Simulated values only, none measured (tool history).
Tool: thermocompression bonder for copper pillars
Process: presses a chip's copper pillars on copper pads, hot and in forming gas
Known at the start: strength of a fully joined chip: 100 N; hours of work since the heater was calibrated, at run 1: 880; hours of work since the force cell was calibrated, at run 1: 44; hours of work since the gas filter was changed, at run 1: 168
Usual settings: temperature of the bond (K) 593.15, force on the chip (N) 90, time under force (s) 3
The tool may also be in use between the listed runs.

run   hour  temperature of the bond (K)  force on the chip (N)  time under force (s)  hours of work since the heater was calibrated  hours of work since the force cell was calibrated  hours of work since the gas filter was changed  force that shears a chip off (N)
  1      0                       593.15                     90                     3                                            880                                                 44                                             168                              57.2
  2   18.9                       593.15                     90                     3                                            890                                                 54                                             178                              57.8
  3   43.1                       593.15                     90                     3                                            903                                                 67                                             191                              54.9
  4   59.5                       593.15                     90                     3                                            912                                                 76                                             200                                57
  5   73.1                       593.15                     90                     5                                            919                                                 83                                             207                              65.5
  6   94.4                       593.15                     90                     5                                            931                                                 95                                             219                              65.1
  7  114.2                       593.15                     90                     2                                            941                                                105                                             229                              50.2
  8  126.2                       593.15                     90                     3                                            948                                                112                                             236                              55.3
  9  143.3                       593.15                     90                     3                                            957                                                121                                             245                              57.2
 10  153.2                       593.15                     90                     3                                            962                                                126                                             251                              57.6
 11  172.8                       593.15                     90                     3                                            973                                                137                                             261                              56.9
 12  182.8                       593.15                     90                     3                                            978                                                142                                             267                              56.9
 13  193.2                       593.15                    126                     3                                            984                                                148                                             272                              71.7
 14  211.2                       593.15                     90                     3                                            994                                                158                                             282                              56.1
 15  230.5                       593.15                     90                     3                                           1004                                                168                                             292                              56.9
 16  246.2                       593.15                     90                     3                                           1012                                                176                                             301                              54.7
 17  260.5                       593.15                     90                     3                                           1020                                                184                                             308                              56.4
 18  282.2                       606.15                     90                     3                                           1032                                                196                                             320                              62.1
 19  293.6                       606.15                     90                     3                                           1038                                                202                                             326                              62.7
 20  309.5                       563.15                     90                     3                                           1047                                                211                                             335                              39.3
 21  328.8                       563.15                     90                     3                                           1057                                                221                                             345                              39.9
 22  345.2                       593.15                    124                     4                                           1066                                                230                                             354                                75

Forecast run 23:
 23  355.9                       593.15                     90                     4                                           1072                                                236                                             360                                 ?

{"run 23": {"force that shears a chip off (N)": 59.8}}
Without the tool's hidden state the same run would have given force that shears a chip off (N) 66.5.

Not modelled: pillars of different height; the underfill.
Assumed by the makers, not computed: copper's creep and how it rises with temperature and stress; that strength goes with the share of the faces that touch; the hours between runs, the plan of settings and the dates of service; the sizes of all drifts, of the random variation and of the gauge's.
